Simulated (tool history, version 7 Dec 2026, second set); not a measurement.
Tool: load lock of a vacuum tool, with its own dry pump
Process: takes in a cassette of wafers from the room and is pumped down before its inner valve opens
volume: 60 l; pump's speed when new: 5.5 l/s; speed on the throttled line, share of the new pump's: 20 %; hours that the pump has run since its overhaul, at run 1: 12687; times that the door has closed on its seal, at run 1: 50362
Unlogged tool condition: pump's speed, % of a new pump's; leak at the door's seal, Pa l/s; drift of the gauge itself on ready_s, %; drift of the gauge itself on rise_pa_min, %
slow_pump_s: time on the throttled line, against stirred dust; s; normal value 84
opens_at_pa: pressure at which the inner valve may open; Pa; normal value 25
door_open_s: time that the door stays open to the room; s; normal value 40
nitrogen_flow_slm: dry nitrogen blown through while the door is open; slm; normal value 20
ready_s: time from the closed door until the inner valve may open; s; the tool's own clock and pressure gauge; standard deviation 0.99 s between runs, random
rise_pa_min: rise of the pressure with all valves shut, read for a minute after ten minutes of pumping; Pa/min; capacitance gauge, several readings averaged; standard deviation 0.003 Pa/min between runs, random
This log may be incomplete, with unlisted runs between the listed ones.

run,hour,slow_pump_s,opens_at_pa,door_open_s,nitrogen_flow_slm,hours that the pump has run since its overhaul,times that the door has closed on its seal,"incoming humidity of the room's air, %",ready_s,rise_pa_min
1,0,84,25,40,20,12687,50362,45.8,159.1,0.022
2,313.9,84,25,40,20,13001,51399,43.4,157.6,0.018
3,619.5,84,25,40,20,13306,52407,46.7,157.2,0.021
4,908.8,84,25,40,20,13595,53362,41.6,158.1,0.018
5,1170.1,84,25,40,20,13857,54225,42.9,159.7,0.014
6,1549.6,84,25,40,20,14236,55477,48,156.9,0.018
7,1809,76,20,59,20,14496,56333,44.9,153.6,0.024
8,2197.4,84,25,82,20,14884,57616,46,156.7,0.028
9,2423.6,104,28,71,5,15110,58362,43.8,172.6,0.041
10,2648.4,125,48,71,5,15335,59104,42.5,182.3,0.038
11,2856,86,36,37,7,15543,59789,47.2,156.4,0.028
12,3178.1,86,36,37,7,15865,60853,48.8,156,0.027

Alternative continuations, all from the tool just after run 12; predict every row:
A,3448.9,84,21,39,12,16136,61747,43.5,?,?
B,3448.9,84,31,40,20,16136,61747,45.3,?,?
C,3448.9,69,36,37,7,16136,61747,45.3,?,?

run,ready_s,rise_pa_min
A,159.6,0.023
B,154,0.015
C,141.9,0.025
Stripped of hidden state, with their random variation kept, the same runs would have yielded:
run,ready_s,rise_pa_min
A,159.6,0.022
B,153.9,0.014
C,141.9,0.024

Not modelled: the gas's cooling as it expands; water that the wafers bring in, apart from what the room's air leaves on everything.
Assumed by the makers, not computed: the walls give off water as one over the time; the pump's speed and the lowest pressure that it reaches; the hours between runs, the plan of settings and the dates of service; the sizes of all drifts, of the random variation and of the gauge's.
